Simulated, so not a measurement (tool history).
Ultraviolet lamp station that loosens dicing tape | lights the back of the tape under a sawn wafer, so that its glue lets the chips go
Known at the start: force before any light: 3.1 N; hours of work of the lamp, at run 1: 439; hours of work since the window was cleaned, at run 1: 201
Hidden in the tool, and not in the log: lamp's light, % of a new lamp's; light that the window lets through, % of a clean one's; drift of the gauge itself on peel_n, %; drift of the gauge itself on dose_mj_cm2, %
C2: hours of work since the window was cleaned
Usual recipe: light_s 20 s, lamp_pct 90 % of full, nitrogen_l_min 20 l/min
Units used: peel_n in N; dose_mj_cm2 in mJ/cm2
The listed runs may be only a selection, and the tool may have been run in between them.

Run 1, day 0.000: usual settings; hours of work of the lamp 439; C2 201. Result: peel_n 0.510 N, dose_mj_cm2 415 mJ/cm2.
Run 2, day 2.288: usual settings but lamp_pct 88 % of full; hours of work of the lamp 477; C2 239. Result: peel_n 0.549 N, dose_mj_cm2 392 mJ/cm2.
At day 3.767: window cleaned of glue's vapour.
Run 3, day 5.212: usual settings; hours of work of the lamp 526; C2 24. Result: peel_n 0.616 N, dose_mj_cm2 362 mJ/cm2.
Run 4, day 6.942: usual settings; hours of work of the lamp 555; C2 53. Result: peel_n 0.641 N, dose_mj_cm2 352 mJ/cm2.
At day 10.088: window cleaned of glue's vapour, once more.
Run 5, day 10.196: usual settings but nitrogen_l_min 8 l/min; hours of work of the lamp 609; C2 2. Result: peel_n 0.660 N, dose_mj_cm2 435 mJ/cm2.
Run 6, day 13.004: usual settings but nitrogen_l_min 8 l/min; hours of work of the lamp 656; C2 49. Result: peel_n 0.680 N, dose_mj_cm2 426 mJ/cm2.
Run 7, day 14.733: usual settings; hours of work of the lamp 685; C2 78. Result: peel_n 0.506 N, dose_mj_cm2 420 mJ/cm2.
Run 8, day 16.892: usual settings; hours of work of the lamp 722; C2 114. Result: peel_n 0.517 N, dose_mj_cm2 408 mJ/cm2.
Run 9, day 18.646: usual settings; hours of work of the lamp 751; C2 144. Result: peel_n 0.514 N, dose_mj_cm2 401 mJ/cm2.
Run 10, day 20.917: usual settings; hours of work of the lamp 789; C2 182. Result: peel_n 0.554 N, dose_mj_cm2 392 mJ/cm2.
Run 11, day 23.942: usual settings but light_s 12 s, lamp_pct 65 % of full, nitrogen_l_min 7 l/min; hours of work of the lamp 840; C2 232. Result: peel_n 1.734 N, dose_mj_cm2 162 mJ/cm2.
At day 25.658: window cleaned of glue's vapour.
Run 12, day 25.862: usual settings but light_s 22 s, nitrogen_l_min 25 l/min; hours of work of the lamp 872; C2 3. Result: peel_n 0.408 N, dose_mj_cm2 461 mJ/cm2.
Run 13, day 27.558: usual settings but light_s 22 s, nitrogen_l_min 25 l/min; hours of work of the lamp 900; C2 32. Result: peel_n 0.419 N, dose_mj_cm2 454 mJ/cm2.
Run 14, day 30.242: usual settings but light_s 12 s, lamp_pct 66 % of full, nitrogen_l_min 26 l/min; hours of work of the lamp 945; C2 77. Result: peel_n 1.229 N, dose_mj_cm2 177 mJ/cm2.
Run 15, day 31.704: usual settings but light_s 12 s, lamp_pct 66 % of full, nitrogen_l_min 26 l/min; hours of work of the lamp 970; C2 101. Result: peel_n 1.286 N, dose_mj_cm2 175 mJ/cm2.
Run 16, day 34.825: usual settings but light_s 14 s, lamp_pct 66 % of full, nitrogen_l_min 8 l/min; hours of work of the lamp 1022; C2 154. Result: peel_n 1.555 N, dose_mj_cm2 195 mJ/cm2.
Run 17, day 36.833: usual settings but light_s 22 s, lamp_pct 64 % of full, nitrogen_l_min 10 l/min; hours of work of the lamp 1056; C2 187. Result: peel_n 1.012 N, dose_mj_cm2 289 mJ/cm2.
Run 18, day 39.617: usual settings but light_s 11 s, lamp_pct 64 % of full, nitrogen_l_min 21 l/min; hours of work of the lamp 1102; C2 234. Result: peel_n 1.505 N, dose_mj_cm2 143 mJ/cm2.
At day 41.262: window cleaned of glue's vapour.
Run 19, day 41.804: usual settings but light_s 24 s, lamp_pct 93 % of full; hours of work of the lamp 1139; C2 9. Result: peel_n 0.400 N, dose_mj_cm2 500 mJ/cm2.
Run 20, day 44.379: usual settings but light_s 17 s; hours of work of the lamp 1182; C2 52. Result: peel_n 0.673 N, dose_mj_cm2 332 mJ/cm2.

How would selected steps in peel_n from run to run divide? Give the signed amount a tool lacking its hidden state would still show from settings, what came in and random variation, and the signed amount left for the hidden state, including any gauge scatter that is not in both of the compared results.
Run 10 -> 11: light_s 20 -> 12, lamp_pct 90 -> 65, nitrogen_l_min 20 -> 7. peel_n +1.180 N: hidden state +0.122, all else +1.058.
Run 11 -> 12: light_s 12 -> 22, lamp_pct 65 -> 90, nitrogen_l_min 7 -> 25, window cleaned of glue's vapour. peel_n -1.326 N: hidden state -0.193, all else -1.133.
Run 18 -> 19: light_s 11 -> 24, lamp_pct 64 -> 93, nitrogen_l_min 21 -> 20, window cleaned of glue's vapour. peel_n -1.105 N: hidden state -0.226, all else -0.879.
